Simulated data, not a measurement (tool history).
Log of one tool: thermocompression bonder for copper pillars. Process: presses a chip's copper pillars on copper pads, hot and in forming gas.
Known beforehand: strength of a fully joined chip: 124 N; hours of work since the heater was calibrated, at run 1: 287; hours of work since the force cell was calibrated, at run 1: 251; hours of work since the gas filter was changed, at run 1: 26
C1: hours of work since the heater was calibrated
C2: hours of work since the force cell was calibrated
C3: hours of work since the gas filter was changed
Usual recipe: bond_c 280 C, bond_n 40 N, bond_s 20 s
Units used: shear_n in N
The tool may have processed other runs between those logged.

{"run": 1, "hour": 0.0, "bond_c": 280, "bond_n": 40, "bond_s": 20, "C1": 287, "C2": 251, "C3": 26, "shear_n": 72.6}
{"run": 2, "hour": 5.8, "bond_c": 280, "bond_n": 40, "bond_s": 20, "C1": 291, "C2": 255, "C3": 30, "shear_n": 72.5}
{"run": 3, "hour": 14.5, "bond_c": 280, "bond_n": 40, "bond_s": 20, "C1": 297, "C2": 261, "C3": 36, "shear_n": 72.7}
{"run": 4, "hour": 20.5, "bond_c": 280, "bond_n": 40, "bond_s": 20, "C1": 301, "C2": 265, "C3": 40, "shear_n": 72.7}
{"run": 5, "hour": 30.0, "bond_c": 280, "bond_n": 40, "bond_s": 20, "C1": 307, "C2": 271, "C3": 46, "shear_n": 72.8}
{"hour": 32.6, "done": "heater calibrated with a thermocouple chip"}
{"run": 6, "hour": 36.3, "bond_c": 280, "bond_n": 40, "bond_s": 44, "C1": 2, "C2": 274, "C3": 49, "shear_n": 92.9}
{"run": 7, "hour": 46.2, "bond_c": 280, "bond_n": 40, "bond_s": 44, "C1": 9, "C2": 281, "C3": 56, "shear_n": 92.6}
{"run": 8, "hour": 54.3, "bond_c": 280, "bond_n": 40, "bond_s": 20, "C1": 14, "C2": 286, "C3": 61, "shear_n": 75.4}
{"hour": 56.8, "done": "heater calibrated with a thermocouple chip, once more"}
{"run": 9, "hour": 64.8, "bond_c": 280, "bond_n": 40, "bond_s": 20, "C1": 5, "C2": 292, "C3": 67, "shear_n": 68.6}
{"run": 10, "hour": 72.4, "bond_c": 276, "bond_n": 40, "bond_s": 20, "C1": 10, "C2": 297, "C3": 72, "shear_n": 66.3}
{"run": 11, "hour": 82.0, "bond_c": 253, "bond_n": 29, "bond_s": 10, "C1": 17, "C2": 303, "C3": 78, "shear_n": 27.5}

What does the tool deliver on the next run?
{"run": 12, "hour": 88.7, "bond_c": 296, "bond_n": 29, "bond_s": 10, "C1": 21, "C2": 308, "C3": 83, "shear_n": "?"}

shear_n: 46.9 N
If the tool had no hidden condition, the same run with the same run-to-run variation would have returned shear_n 48.4 N.

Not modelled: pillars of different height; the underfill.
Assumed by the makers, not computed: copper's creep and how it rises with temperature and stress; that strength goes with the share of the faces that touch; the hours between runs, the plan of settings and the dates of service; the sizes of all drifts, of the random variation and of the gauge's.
